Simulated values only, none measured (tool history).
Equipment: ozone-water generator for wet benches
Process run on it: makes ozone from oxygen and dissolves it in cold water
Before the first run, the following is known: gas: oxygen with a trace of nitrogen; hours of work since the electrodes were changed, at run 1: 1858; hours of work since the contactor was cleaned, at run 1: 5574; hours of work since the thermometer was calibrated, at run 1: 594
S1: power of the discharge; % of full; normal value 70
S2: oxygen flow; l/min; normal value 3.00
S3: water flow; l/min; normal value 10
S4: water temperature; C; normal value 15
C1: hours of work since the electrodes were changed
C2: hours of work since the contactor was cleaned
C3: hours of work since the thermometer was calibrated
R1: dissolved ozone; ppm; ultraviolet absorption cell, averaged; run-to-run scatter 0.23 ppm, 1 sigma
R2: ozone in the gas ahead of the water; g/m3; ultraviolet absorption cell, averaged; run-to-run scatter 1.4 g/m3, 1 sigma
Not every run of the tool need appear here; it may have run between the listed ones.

{"run": 1, "day": 0.0, "S1": 70, "S2": 3.0, "S3": 10, "S4": 15, "C1": 1858, "C2": 5574, "C3": 594, "R1": 30.7, "R2": 244.5}
{"run": 2, "day": 1.296, "S1": 43, "S2": 3.0, "S3": 10, "S4": 15, "C1": 1881, "C2": 5597, "C3": 616, "R1": 20.3, "R2": 161.4}
{"run": 3, "day": 4.129, "S1": 43, "S2": 3.0, "S3": 10, "S4": 15, "C1": 1930, "C2": 5645, "C3": 665, "R1": 20.8, "R2": 160.8}
{"run": 4, "day": 5.617, "S1": 70, "S2": 3.0, "S3": 10, "S4": 15, "C1": 1955, "C2": 5671, "C3": 691, "R1": 31.0, "R2": 243.8}
{"run": 5, "day": 8.238, "S1": 70, "S2": 3.0, "S3": 10, "S4": 15, "C1": 2000, "C2": 5716, "C3": 736, "R1": 30.6, "R2": 244.6}
{"run": 6, "day": 9.571, "S1": 70, "S2": 3.0, "S3": 10, "S4": 15, "C1": 2023, "C2": 5739, "C3": 759, "R1": 30.8, "R2": 245.3}
{"run": 7, "day": 12.175, "S1": 70, "S2": 3.0, "S3": 10, "S4": 10, "C1": 2068, "C2": 5784, "C3": 804, "R1": 33.0, "R2": 246.1}
{"run": 8, "day": 13.829, "S1": 70, "S2": 3.0, "S3": 10, "S4": 10, "C1": 2097, "C2": 5812, "C3": 832, "R1": 33.0, "R2": 245.0}
{"run": 9, "day": 15.571, "S1": 70, "S2": 3.0, "S3": 10, "S4": 10, "C1": 2126, "C2": 5842, "C3": 862, "R1": 32.6, "R2": 242.9}
{"run": 10, "day": 18.542, "S1": 70, "S2": 3.85, "S3": 10, "S4": 15, "C1": 2178, "C2": 5893, "C3": 913, "R1": 31.3, "R2": 220.6}
{"run": 11, "day": 21.162, "S1": 70, "S2": 3.0, "S3": 10, "S4": 15, "C1": 2223, "C2": 5938, "C3": 958, "R1": 30.5, "R2": 242.9}
{"run": 12, "day": 24.075, "S1": 70, "S2": 3.0, "S3": 8, "S4": 15, "C1": 2273, "C2": 5989, "C3": 1008, "R1": 35.1, "R2": 242.8}
{"run": 13, "day": 27.008, "S1": 70, "S2": 3.0, "S3": 8, "S4": 15, "C1": 2323, "C2": 6039, "C3": 1059, "R1": 35.4, "R2": 244.2}
{"run": 14, "day": 29.012, "S1": 70, "S2": 3.0, "S3": 10, "S4": 15, "C1": 2358, "C2": 6074, "C3": 1093, "R1": 30.4, "R2": 244.2}
{"run": 15, "day": 30.25, "S1": 70, "S2": 3.0, "S3": 10, "S4": 15, "C1": 2379, "C2": 6095, "C3": 1115, "R1": 30.2, "R2": 243.3}
{"run": 16, "day": 33.242, "S1": 51, "S2": 3.0, "S3": 10, "S4": 15, "C1": 2431, "C2": 6146, "C3": 1166, "R1": 23.1, "R2": 186.2}
{"run": 17, "day": 35.329, "S1": 51, "S2": 3.0, "S3": 10, "S4": 15, "C1": 2466, "C2": 6182, "C3": 1202, "R1": 23.6, "R2": 185.7}
{"run": 18, "day": 38.35, "S1": 54, "S2": 3.0, "S3": 6, "S4": 15, "C1": 2518, "C2": 6234, "C3": 1254, "R1": 33.4, "R2": 195.4}
{"run": 19, "day": 40.162, "S1": 54, "S2": 3.0, "S3": 6, "S4": 15, "C1": 2550, "C2": 6265, "C3": 1285, "R1": 33.5, "R2": 195.6}
{"run": 20, "day": 41.896, "S1": 46, "S2": 5.02, "S3": 11, "S4": 15, "C1": 2580, "C2": 6295, "C3": 1315, "R1": 21.1, "R2": 138.7}
{"run": 21, "day": 43.475, "S1": 48, "S2": 1.78, "S3": 10, "S4": 15, "C1": 2607, "C2": 6322, "C3": 1342, "R1": 19.5, "R2": 217.5}
{"run": 22, "day": 45.062, "S1": 49, "S2": 3.0, "S3": 8, "S4": 15, "C1": 2634, "C2": 6350, "C3": 1370, "R1": 25.9, "R2": 179.8}
{"run": 23, "day": 47.912, "S1": 65, "S2": 3.08, "S3": 10, "S4": 15, "C1": 2683, "C2": 6399, "C3": 1419, "R1": 28.2, "R2": 222.7}
{"run": 24, "day": 50.692, "S1": 53, "S2": 3.0, "S3": 8, "S4": 15, "C1": 2731, "C2": 6447, "C3": 1467, "R1": 27.5, "R2": 190.5}
{"run": 25, "day": 53.55, "S1": 70, "S2": 3.0, "S3": 10, "S4": 9, "C1": 2780, "C2": 6496, "C3": 1516, "R1": 32.5, "R2": 240.8}
{"run": 26, "day": 55.779, "S1": 70, "S2": 3.0, "S3": 10, "S4": 9, "C1": 2818, "C2": 6534, "C3": 1554, "R1": 32.3, "R2": 240.9}
{"run": 27, "day": 58.075, "S1": 70, "S2": 1.92, "S3": 10, "S4": 11, "C1": 2858, "C2": 6574, "C3": 1594, "R1": 28.5, "R2": 281.6}
{"run": 28, "day": 60.221, "S1": 69, "S2": 3.0, "S3": 10, "S4": 15, "C1": 2895, "C2": 6611, "C3": 1631, "R1": 29.3, "R2": 236.2}
{"run": 29, "day": 61.621, "S1": 69, "S2": 1.65, "S3": 10, "S4": 9, "C1": 2919, "C2": 6635, "C3": 1655, "R1": 27.3, "R2": 300.5}
{"run": 30, "day": 63.183, "S1": 69, "S2": 1.65, "S3": 10, "S4": 9, "C1": 2946, "C2": 6662, "C3": 1682, "R1": 27.5, "R2": 300.0}
{"run": 31, "day": 65.7, "S1": 69, "S2": 1.65, "S3": 10, "S4": 14, "C1": 2989, "C2": 6705, "C3": 1725, "R1": 26.4, "R2": 299.5}
{"run": 32, "day": 67.721, "S1": 69, "S2": 1.65, "S3": 10, "S4": 14, "C1": 3024, "C2": 6740, "C3": 1760, "R1": 26.2, "R2": 299.1}
{"run": 33, "day": 70.708, "S1": 70, "S2": 2.68, "S3": 6, "S4": 19, "C1": 3075, "C2": 6791, "C3": 1811, "R1": 38.0, "R2": 248.0}

Below, each run's measurement less what the same run would have read without the hidden state. Both values contain the same run-to-run variation, but the gauge's scatter may not be the same in both:
Hidden state at play: yield of the discharge, % of new electrodes'; contactor's efficiency, % of a clean one's; true water temperature over the reading, C; drift of the gauge itself on ozone_ppm, %; drift of the gauge itself on gas_g_m3, %.
run=1 R1=-2.8 R2=-12.8
run=2 R1=-1.4 R2=-4.8
run=3 R1=-1.4 R2=-5.0
run=4 R1=-2.9 R2=-13.5
run=5 R1=-3.0 R2=-13.9
run=6 R1=-2.9 R2=-14.0
run=7 R1=-3.2 R2=-14.3
run=8 R1=-3.3 R2=-14.4
run=9 R1=-3.3 R2=-14.7
run=10 R1=-3.1 R2=-13.6
run=11 R1=-3.2 R2=-15.2
run=12 R1=-3.6 R2=-15.5
run=13 R1=-3.7 R2=-16.0
run=14 R1=-3.3 R2=-16.2
run=15 R1=-3.3 R2=-16.2
run=16 R1=-2.1 R2=-9.2
run=17 R1=-2.2 R2=-9.3
run=18 R1=-3.0 R2=-10.6
run=19 R1=-3.0 R2=-10.8
run=20 R1=-1.9 R2=-6.4
run=21 R1=-1.8 R2=-10.6
run=22 R1=-2.4 R2=-9.2
run=23 R1=-3.3 R2=-15.7
run=24 R1=-2.8 R2=-11.1
run=25 R1=-4.1 R2=-18.7
run=26 R1=-4.1 R2=-19.1
run=27 R1=-3.6 R2=-22.6
run=28 R1=-3.7 R2=-18.9
run=29 R1=-3.4 R2=-24.2
run=30 R1=-3.5 R2=-24.5
run=31 R1=-3.5 R2=-24.8
run=32 R1=-3.5 R2=-25.0
run=33 R1=-4.8 R2=-21.5

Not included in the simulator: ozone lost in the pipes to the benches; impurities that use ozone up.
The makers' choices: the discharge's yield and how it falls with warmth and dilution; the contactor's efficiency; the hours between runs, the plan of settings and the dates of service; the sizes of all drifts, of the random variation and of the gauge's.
